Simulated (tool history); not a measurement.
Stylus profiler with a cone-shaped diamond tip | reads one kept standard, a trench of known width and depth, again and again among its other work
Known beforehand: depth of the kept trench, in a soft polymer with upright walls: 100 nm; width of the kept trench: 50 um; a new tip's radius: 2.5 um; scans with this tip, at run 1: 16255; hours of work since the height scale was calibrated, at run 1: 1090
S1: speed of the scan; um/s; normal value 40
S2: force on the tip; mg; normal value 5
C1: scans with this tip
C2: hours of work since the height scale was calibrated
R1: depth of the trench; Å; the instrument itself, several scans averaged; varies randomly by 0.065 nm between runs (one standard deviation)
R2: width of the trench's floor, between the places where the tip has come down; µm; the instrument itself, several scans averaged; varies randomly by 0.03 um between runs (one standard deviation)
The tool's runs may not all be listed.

run	hour	S1	S2	C1	C2	R1	R2
1	0	40	5	16255	1090	1020.5	47.69
2	27.2	40	5	16453	1103	1019.8	47.63
3	58.5	11	5	16682	1119	1019.5	47.73
4	78.5	11	5	16828	1129	1020.4	47.73
5	111.5	11	5	17068	1145	1019.7	47.73
6	134.4	11	5	17235	1156	1018.4	47.71
7	152.2	11	5	17365	1165	1020	47.7
8	170.5	11	5	17498	1174	1020.8	47.74
9	197.2	11	5	17693	1187	1020.1	47.77
10	222	99	5	17874	1199	1020.3	47.27
11	237.9	99	5	17990	1206	1019.8	47.37
12	264.3	99	5	18182	1219	1020.1	47.34
13	287.9	99	6.96	18354	1231	1025.3	47.36
14	318.2	40	7.25	18575	1246	1024.9	47.59
15	347.5	40	7.25	18789	1260	1025.5	47.6
16	363.4	148	5	18905	1268	1020.6	47.08
17	378.4	148	5	19014	1275	1021	47.11
18	408.8	148	5	19236	1290	1020.6	47.09
19	427.9	148	5	19375	1299	1021.1	47.06
20	456.4	148	5	19583	1313	1020.5	47.07
21	487.2	148	5	19807	1328	1020.5	47.06
22	505.9	40	5.3	19943	1338	1022	47.5
23	523.4	40	8.1	20071	1346	1027.1	47.57
24	545.3	11	11.66	20230	1357	1032.2	47.61
25	567.7	80	10.12	20394	1368	1030.7	47.42
26	587	80	10.12	20535	1377	1031.6	47.4
27	619.4	127	3.89	20771	1393	1017.6	47.04
# hour 632.9: new tip fitted, height scale calibrated
28	652.4	127	3.89	142	10	1014.6	47.92

Expected results for the next run?
29	683.2	152	4.17	367	25	?	?

{"run 29": {"R1": 1013.2, "R2": 47.87}}
With no hidden state in the tool, this same run would have given R1 1012.6 Å, R2 47.89 µm.
